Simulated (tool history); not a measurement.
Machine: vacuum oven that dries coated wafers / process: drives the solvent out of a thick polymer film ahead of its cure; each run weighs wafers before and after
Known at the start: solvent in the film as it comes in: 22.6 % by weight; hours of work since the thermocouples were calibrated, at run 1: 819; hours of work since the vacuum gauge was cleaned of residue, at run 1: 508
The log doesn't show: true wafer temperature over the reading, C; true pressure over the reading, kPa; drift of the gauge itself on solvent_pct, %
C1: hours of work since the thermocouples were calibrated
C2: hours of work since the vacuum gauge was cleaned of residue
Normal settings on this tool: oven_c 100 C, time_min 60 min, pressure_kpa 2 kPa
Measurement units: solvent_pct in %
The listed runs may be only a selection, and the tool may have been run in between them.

Run 1, hour 0: usual settings; C1 819; C2 508. Result: solvent_pct 2.72 %.
Run 2, hour 100.3: usual settings; C1 864; C2 553. Result: solvent_pct 2.83 %.
Run 3, hour 190: usual settings but pressure_kpa 2.29 kPa; C1 904; C2 594. Result: solvent_pct 2.99 %.
Run 4, hour 248.7: usual settings but pressure_kpa 2.68 kPa; C1 930; C2 620. Result: solvent_pct 3.24 %.
Run 5, hour 334.6: usual settings but pressure_kpa 2.68 kPa; C1 969; C2 659. Result: solvent_pct 3.22 %.
Run 6, hour 399.3: usual settings but pressure_kpa 2.68 kPa; C1 998; C2 688. Result: solvent_pct 3.27 %.
Run 7, hour 483.7: usual settings but oven_c 112 C; C1 1036; C2 726. Result: solvent_pct 0.86 %.
Run 8, hour 545.6: usual settings but oven_c 112 C; C1 1064; C2 754. Result: solvent_pct 0.89 %.
Run 9, hour 588.8: usual settings but oven_c 112 C; C1 1083; C2 773. Result: solvent_pct 0.8 %.
Run 10, hour 634.2: usual settings but oven_c 112 C; C1 1104; C2 793. Result: solvent_pct 0.93 %.
Run 11, hour 732.9: usual settings but oven_c 112 C; C1 1148; C2 838. Result: solvent_pct 0.97 %.
Run 12, hour 793.2: usual settings but oven_c 112 C; C1 1175; C2 865. Result: solvent_pct 0.91 %.
At hour 834.2: oven's thermocouples calibrated.
Run 13, hour 860.4: usual settings; C1 12; C2 894. Result: solvent_pct 2.26 %.
Run 14, hour 948.5: usual settings but time_min 67 min, pressure_kpa 2.59 kPa; C1 51; C2 934. Result: solvent_pct 2.29 %.
Run 15, hour 1015.2: usual settings but oven_c 115 C, time_min 34 min, pressure_kpa 4.43 kPa; C1 81; C2 964. Result: solvent_pct 1.69 %.
Run 16, hour 1056.7: usual settings but oven_c 115 C, time_min 34 min, pressure_kpa 4.43 kPa; C1 100; C2 982. Result: solvent_pct 1.68 %.
Run 17, hour 1119.4: usual settings but oven_c 98 C, time_min 41 min, pressure_kpa 6.8 kPa; C1 128; C2 1011. Result: solvent_pct 7.11 %.
Run 18, hour 1210: usual settings but oven_c 111 C, time_min 85 min, pressure_kpa 4.59 kPa; C1 169; C2 1051. Result: solvent_pct 1.71 %.
Run 19, hour 1277.6: usual settings but time_min 33 min; C1 199; C2 1082. Result: solvent_pct 5.33 %.
Run 20, hour 1325.1: usual settings but pressure_kpa 1.44 kPa; C1 221; C2 1103. Result: solvent_pct 2.09 %.
Run 21, hour 1374.1: usual settings but oven_c 90 C, pressure_kpa 1.23 kPa; C1 243; C2 1125. Result: solvent_pct 5.89 %.
Run 22, hour 1476.8: usual settings but oven_c 113 C, time_min 59 min, pressure_kpa 1.25 kPa; C1 289; C2 1171. Result: solvent_pct 0.53 %.

What does the tool deliver on the next run?
Run 23, hour 1565.9: usual settings but oven_c 113 C, time_min 59 min, pressure_kpa 1.25 kPa; C1 329; C2 1211. Result: solvent_pct ?.

Run 23 measured solvent_pct 0.54 %.
Had the tool carried no hidden state, the very same run would have given solvent_pct 0.46 %.
